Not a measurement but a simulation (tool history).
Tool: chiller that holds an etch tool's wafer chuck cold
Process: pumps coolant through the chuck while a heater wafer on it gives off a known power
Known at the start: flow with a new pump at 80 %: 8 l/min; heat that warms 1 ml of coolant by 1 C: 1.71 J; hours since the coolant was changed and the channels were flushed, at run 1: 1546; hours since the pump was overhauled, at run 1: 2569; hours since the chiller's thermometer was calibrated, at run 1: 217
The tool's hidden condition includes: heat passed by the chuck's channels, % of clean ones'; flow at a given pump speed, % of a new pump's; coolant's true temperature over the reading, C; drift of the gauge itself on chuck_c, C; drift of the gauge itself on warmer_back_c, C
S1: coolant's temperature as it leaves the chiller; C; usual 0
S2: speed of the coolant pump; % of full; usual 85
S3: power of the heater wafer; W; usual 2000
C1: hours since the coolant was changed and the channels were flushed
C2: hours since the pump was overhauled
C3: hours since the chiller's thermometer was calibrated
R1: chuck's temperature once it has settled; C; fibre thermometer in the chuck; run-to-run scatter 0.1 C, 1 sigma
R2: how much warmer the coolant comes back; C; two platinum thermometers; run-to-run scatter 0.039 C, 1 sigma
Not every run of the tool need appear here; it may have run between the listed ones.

run 1 hour=0.0 | S1=0 S2=85 S3=2000 | C1=1546 C2=2569 C3=217 | R1=21.8 R2=8.56
run 2 hour=44.1 | S1=0 S2=85 S3=2000 | C1=1590 C2=2613 C3=261 | R1=21.8 R2=8.58
run 3 hour=106.2 | S1=0 S2=85 S3=2000 | C1=1652 C2=2675 C3=323 | R1=21.8 R2=8.53
run 4 hour=150.7 | S1=0 S2=85 S3=2000 | C1=1696 C2=2720 C3=368 | R1=21.8 R2=8.62
run 5 hour=185.7 | S1=0 S2=92 S3=2000 | C1=1731 C2=2755 C3=403 | R1=20.5 R2=7.95
run 6 hour=263.5 | S1=0 S2=92 S3=2000 | C1=1809 C2=2832 C3=481 | R1=20.5 R2=8.02
run 7 hour=299.5 | S1=0 S2=92 S3=2000 | C1=1845 C2=2868 C3=517 | R1=20.4 R2=7.95
run 8 hour=350.2 | S1=0 S2=85 S3=2000 | C1=1896 C2=2919 C3=567 | R1=21.9 R2=8.65
run 9 hour=411.7 | S1=-6 S2=85 S3=2000 | C1=1957 C2=2981 C3=629 | R1=16.0 R2=8.67
run 10 hour=451.7 | S1=-6 S2=85 S3=2000 | C1=1997 C2=3021 C3=669 | R1=16.0 R2=8.63
run 11 hour=521.0 | S1=0 S2=89 S3=2000 | C1=2067 C2=3090 C3=738 | R1=21.3 R2=8.27
run 12 hour=583.1 | S1=0 S2=85 S3=2000 | C1=2129 C2=3152 C3=800 | R1=22.0 R2=8.61
run 13 hour=639.7 | S1=0 S2=85 S3=2000 | C1=2185 C2=3209 C3=857 | R1=22.3 R2=8.62
run 14 hour=713.4 | S1=0 S2=85 S3=2000 | C1=2259 C2=3282 C3=930 | R1=22.2 R2=8.64
run 15 hour=789.2 | S1=0 S2=85 S3=2000 | C1=2335 C2=3358 C3=1006 | R1=22.3 R2=8.67
run 16 hour=856.0 | S1=0 S2=85 S3=2000 | C1=2402 C2=3425 C3=1073 | R1=22.4 R2=8.73
run 17 hour=922.8 | S1=0 S2=85 S3=2000 | C1=2469 C2=3492 C3=1140 | R1=22.5 R2=8.71
run 18 hour=989.4 | S1=0 S2=68 S3=1035 | C1=2535 C2=3558 C3=1206 | R1=13.8 R2=5.76
run 19 hour=1026.8 | S1=6 S2=97 S3=1035 | C1=2572 C2=3596 C3=1244 | R1=16.3 R2=3.99
-- hour=1032.3 chiller's thermometer calibrated
run 20 hour=1097.7 | S1=6 S2=97 S3=1035 | C1=2642 C2=3666 C3=65 | R1=16.2 R2=3.93
run 21 hour=1136.4 | S1=0 S2=65 S3=2000 | C1=2681 C2=3704 C3=104 | R1=28.1 R2=11.60
run 22 hour=1183.0 | S1=0 S2=90 S3=2572 | C1=2728 C2=3751 C3=151 | R1=27.7 R2=10.53
run 23 hour=1254.4 | S1=0 S2=85 S3=1817 | C1=2799 C2=3822 C3=222 | R1=20.6 R2=8.02
run 24 hour=1293.3 | S1=0 S2=85 S3=1817 | C1=2838 C2=3861 C3=261 | R1=20.5 R2=7.93
-- hour=1375.7 chiller's thermometer calibrated, once more
run 25 hour=1375.7 | S1=0 S2=87 S3=2000 | C1=2919 C2=3943 C3=0 | R1=22.8 R2=8.53
run 26 hour=1421.5 | S1=-7 S2=85 S3=1121 | C1=2965 C2=3988 C3=46 | R1=6.2 R2=4.91
run 27 hour=1468.1 | S1=-3 S2=78 S3=2116 | C1=3012 C2=4035 C3=92 | R1=23.3 R2=10.21
run 28 hour=1504.7 | S1=-3 S2=78 S3=2116 | C1=3048 C2=4072 C3=129 | R1=23.2 R2=10.20
run 29 hour=1573.6 | S1=-3 S2=78 S3=2116 | C1=3117 C2=4141 C3=198 | R1=23.5 R2=10.21
run 30 hour=1632.8 | S1=0 S2=85 S3=2437 | C1=3176 C2=4200 C3=257 | R1=28.4 R2=10.65

Each row is a separate what-if for the run after 30, all from the same tool condition, not one after another. Results?
run A hour=1687.1 | S1=4 S2=85 S3=2437 | C1=3231 C2=4254 C3=311 | R1=? R2=?
run B hour=1687.1 | S1=9 S2=66 S3=2437 | C1=3231 C2=4254 C3=311 | R1=? R2=?
run C hour=1687.1 | S1=0 S2=63 S3=2000 | C1=3231 C2=4254 C3=311 | R1=? R2=?
run D hour=1687.1 | S1=0 S2=85 S3=2300 | C1=3231 C2=4254 C3=311 | R1=? R2=?

run=A R1=32.5 R2=10.79
run=B R1=43.8 R2=14.11
run=C R1=29.8 R2=12.09
run=D R1=26.8 R2=10.21
With the hidden condition removed and each run's random variation left untouched, the same runs would have given:
run=A R1=28.7 R2=10.01
run=B R1=39.2 R2=13.09
run=C R1=26.0 R2=11.22
run=D R1=23.3 R2=9.47
